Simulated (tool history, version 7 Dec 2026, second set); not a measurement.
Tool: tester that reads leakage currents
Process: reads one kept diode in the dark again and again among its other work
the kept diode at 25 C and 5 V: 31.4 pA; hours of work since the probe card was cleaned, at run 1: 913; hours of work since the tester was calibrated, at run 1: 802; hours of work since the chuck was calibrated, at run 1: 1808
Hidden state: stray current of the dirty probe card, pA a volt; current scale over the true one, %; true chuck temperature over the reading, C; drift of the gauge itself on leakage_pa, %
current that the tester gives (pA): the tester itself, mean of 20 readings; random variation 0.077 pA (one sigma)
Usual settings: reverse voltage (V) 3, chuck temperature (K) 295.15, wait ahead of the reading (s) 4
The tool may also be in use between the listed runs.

run,hour,reverse voltage (V),chuck temperature (K),wait ahead of the reading (s),hours of work since the probe card was cleaned,hours of work since the tester was calibrated,hours of work since the chuck was calibrated,current that the tester gives (pA)
1,0,3,295.15,4,913,802,1808,18.34
2,69.5,3,295.15,4,964,852,1859,18.38
3,120.9,3,295.15,4,1002,890,1896,18.55
# hour 208.6: chuck's temperature calibrated
4,217.9,3,295.15,0.84,1071,959,7,22.34
5,292.1,3,299.15,4,1125,1014,61,29.22
6,389.2,3,299.15,4,1196,1085,132,29.12
7,489,3,295.15,0.6,1269,1158,205,22.8
8,571.8,1.07,295.15,1.79,1330,1218,266,12.74
# hour 606: probe card cleaned and baked
9,649.4,3,295.15,7.95,32,1273,320,18.52
10,740.3,11.84,295.15,1.51,98,1339,387,37.97
11,842.5,1.74,295.15,4,173,1414,461,14.46

Forecast each of these 4 alternatives for the next run:
A,898.8,2.52,298.15,2.69,214,1455,502,?
B,898.8,15.83,321.15,1.92,214,1455,502,?
C,898.8,1.12,332.15,1.97,214,1455,502,?
D,898.8,2.37,313.15,1.77,214,1455,502,?

run,current that the tester gives (pA)
A,22.2
B,317.07
C,199.83
D,70.98
Without the tool's hidden state the same runs would have given:
run,current that the tester gives (pA)
A,23.08
B,330.63
C,209.34
D,74.41
